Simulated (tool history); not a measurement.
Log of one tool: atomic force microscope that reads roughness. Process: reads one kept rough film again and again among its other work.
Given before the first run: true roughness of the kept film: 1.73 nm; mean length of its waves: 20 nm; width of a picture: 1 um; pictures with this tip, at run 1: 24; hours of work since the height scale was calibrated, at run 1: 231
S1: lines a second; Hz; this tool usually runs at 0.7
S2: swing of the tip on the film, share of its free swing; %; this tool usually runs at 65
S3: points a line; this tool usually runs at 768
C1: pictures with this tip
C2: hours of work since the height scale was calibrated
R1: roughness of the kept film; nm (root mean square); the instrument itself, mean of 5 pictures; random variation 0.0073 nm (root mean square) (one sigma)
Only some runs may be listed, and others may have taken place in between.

run,hour,S1,S2,S3,C1,C2,R1
1,0,0.7,65,768,24,231,1.52
2,16.8,0.608,65,768,69,244,1.493
3,38.3,0.7,65,768,126,260,1.451
4,58.3,0.7,65,768,180,276,1.424
5,72.7,0.7,65,338,218,287,1.379
6,84.8,0.7,65,338,250,297,1.351
# hour 91.8: new tip fitted
7,107,0.7,65,338,40,314,1.481
8,122.9,0.7,65,711,82,326,1.473
9,136.7,0.7,65,711,119,337,1.448
10,149.1,0.7,65,711,152,346,1.426
11,170.3,0.7,65,711,209,363,1.389
# hour 195.2: new tip fitted
12,198,0.7,65,768,7,384,1.525
13,211.9,0.7,65,768,44,395,1.508
14,231.5,0.7,65,768,97,410,1.478
15,253,0.7,69,768,154,427,1.424
16,279.4,2.803,69,768,224,447,1.242
17,293,2.803,69,768,261,458,1.212
# hour 296.8: new tip fitted
18,318.2,0.7,65,768,57,477,1.485
19,345.8,0.7,65,490,131,499,1.424
20,357.2,0.7,65,768,161,508,1.418
21,377.4,0.7,65,768,215,523,1.387
22,392.8,0.7,65,262,256,535,1.337
# hour 397.6: new tip fitted
23,420.3,0.7,65,262,60,557,1.433
24,444.8,0.7,65,768,125,576,1.428
25,470.1,0.7,65,768,193,595,1.391
26,493,0.941,65,768,254,613,1.349
# hour 498.7: new tip fitted
27,509.4,0.941,65,768,28,626,1.503
28,528.8,1.439,65,393,80,641,1.413
29,554,0.876,88,745,147,660,1.305
# hour 557: height scale calibrated on a step standard
30,575.5,1.897,58,841,202,14,1.387
31,589.9,1.897,58,841,240,26,1.357
# hour 601.3: new tip fitted
32,605.2,1.526,72,751,10,37,1.42
33,632.7,1.526,72,751,84,59,1.359
# hour 657: height scale calibrated on a step standard, once more
34,661,1.272,65,768,156,3,1.403
35,674.2,2.655,66,596,192,13,1.292
36,696.7,1.331,66,596,252,31,1.346
# hour 703.7: new tip fitted
37,718.2,0.585,80,523,39,47,1.435
38,734.6,0.7,65,768,82,60,1.479
39,757.7,0.7,65,768,144,78,1.441
40,782.3,0.7,65,280,210,97,1.372
# hour 805.3: new tip fitted
41,808.8,1.379,65,526,10,118,1.459
42,827,0.7,81,768,58,132,1.426
43,840.2,0.7,81,768,94,142,1.405
44,853.5,1.533,84,534,129,152,1.248
45,877.3,2.569,65,370,192,171,1.295
46,891.8,2.569,65,370,231,182,1.258
# hour 906.4: new tip fitted
47,914.8,2.569,65,370,22,200,1.374
48,938,2.654,58,986,84,218,1.419
49,964.8,2.024,58,774,155,239,1.407
50,978.1,1.591,61,537,190,249,1.376
51,997,1.591,61,537,241,264,1.361

Consider 3 possible next runs. They are alternatives, not a sequence: every one starts from the tool as it was left by run 51. What does each give?
# hour 1007.6: new tip fitted
A,1020.7,1.498,61,537,35,282,?
# hour 1007.6: new tip fitted
B,1020.7,0.7,84,768,35,282,?
# hour 1007.6: new tip fitted
C,1020.7,0.663,66,294,35,282,?

run,R1
A,1.47
B,1.438
C,1.465
With the hidden condition removed and each run's random variation left untouched, the same runs would have given:
run,R1
A,1.501
B,1.469
C,1.496
